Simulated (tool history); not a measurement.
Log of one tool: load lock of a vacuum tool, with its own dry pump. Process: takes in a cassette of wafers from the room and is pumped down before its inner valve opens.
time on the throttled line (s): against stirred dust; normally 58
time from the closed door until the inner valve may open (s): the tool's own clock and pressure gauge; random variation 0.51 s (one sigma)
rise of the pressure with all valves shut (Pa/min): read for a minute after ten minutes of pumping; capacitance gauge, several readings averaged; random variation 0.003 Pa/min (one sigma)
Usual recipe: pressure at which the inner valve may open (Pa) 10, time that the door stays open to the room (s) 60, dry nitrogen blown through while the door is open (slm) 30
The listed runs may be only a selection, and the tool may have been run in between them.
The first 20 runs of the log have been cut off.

run,hour,time on the throttled line (s),pressure at which the inner valve may open (Pa),time that the door stays open to the room (s),dry nitrogen blown through while the door is open (slm),"incoming humidity of the room's air, %",time from the closed door until the inner valve may open (s),rise of the pressure with all valves shut (Pa/min)
21,1466.8,85,12,56,7,43.9,127.8,0.141
22,1520.2,85,12,56,7,44.7,129.0,0.151
23,1579.3,85,12,56,7,43.3,128.8,0.145
24,1679.0,32,10,60,30,46.9,86.6,0.146
25,1774.4,32,10,32,11,45.8,87.1,0.145
26,1861.8,40,8,166,4,46.3,95.5,0.202
27,1938.0,83,15,75,12,43.5,125.9,0.166
28,2032.0,83,15,75,44,45.0,125.9,0.148
29,2090.8,83,15,75,44,43.8,126.7,0.154
30,2144.9,94,10,60,30,43.6,137.4,0.165
31,2191.4,62,18,36,14,47.4,108.2,0.165
32,2281.0,62,18,36,14,41.8,107.4,0.159
33,2387.6,62,18,36,14,45.9,107.4,0.167
34,2456.9,62,18,36,14,43.3,107.0,0.168
35,2535.8,58,10,74,28,44.9,108.9,0.177
36,2632.8,106,10,150,5,41.5,148.8,0.218
37,2690.6,58,12,60,30,44.7,106.3,0.178

Here are 4 independent what-if runs from the current tool condition. What would each one return?
A,2753.3,58,18,60,30,46.8,?,?
B,2753.3,58,9,35,5,45.1,?,?
C,2753.3,45,11,60,19,45.9,?,?
D,2753.3,71,12,60,30,41.9,?,?

run,time from the closed door until the inner valve may open (s),rise of the pressure with all valves shut (Pa/min)
A,104.8,0.183
B,109.2,0.188
C,97.1,0.192
D,118.9,0.183
Without the tool's hidden state the same runs would have given:
run,time from the closed door until the inner valve may open (s),rise of the pressure with all valves shut (Pa/min)
A,100.1,0.025
B,104.1,0.028
C,91.9,0.035
D,114.1,0.025
